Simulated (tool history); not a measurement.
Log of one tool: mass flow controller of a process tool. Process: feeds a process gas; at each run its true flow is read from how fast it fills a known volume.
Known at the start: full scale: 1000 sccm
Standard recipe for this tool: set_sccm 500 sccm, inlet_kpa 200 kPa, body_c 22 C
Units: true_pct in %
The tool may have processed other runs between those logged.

run,hour,set_sccm,inlet_kpa,body_c,true_pct
1,0.0,500,200,22,99.77
2,106.3,500,200,27,99.62
3,232.9,500,200,22,99.71
4,317.6,500,200,22,99.67
5,433.8,500,200,25,99.72
6,499.6,500,200,25,99.63
7,577.3,590,200,22,99.85
8,639.7,590,200,22,99.72
9,715.4,590,200,22,99.82
10,839.1,590,200,22,99.73
11,906.6,500,140,22,100.01
12,1043.9,500,200,22,99.78
13,1135.5,500,193,22,99.82
14,1227.8,500,200,22,99.77
15,1287.2,500,200,22,99.76
16,1402.1,500,200,39,99.12
17,1488.8,500,200,39,99.28
18,1549.0,500,200,39,99.33
19,1678.7,310,221,21,99.41
20,1753.7,188,195,29,99.31
21,1827.9,188,195,29,99.24
22,1955.8,138,195,29,99.23
23,2087.7,122,200,23,99.41
24,2177.6,122,200,23,99.42
25,2273.4,122,200,23,99.32
26,2379.9,122,195,28,99.36
27,2488.7,181,196,34,99.30
28,2572.3,181,196,34,99.22
29,2668.3,119,193,37,99.22
30,2726.9,116,145,25,99.67
31,2808.9,952,171,22,100.13
32,2923.0,952,171,22,100.12

Below are 5 alternative next runs, each starting from the tool's condition after run 32. Predict each:
A,3018.4,319,144,34,?
B,3018.4,373,218,25,?
C,3018.4,952,208,22,?
D,3018.4,500,200,27,?
E,3018.4,994,157,21,?

run,true_pct
A,99.52
B,99.64
C,100.16
D,99.60
E,100.30
Without the tool's unlogged condition, the same runs would have read:
run,true_pct
A,99.52
B,99.64
C,100.16
D,99.60
E,100.30
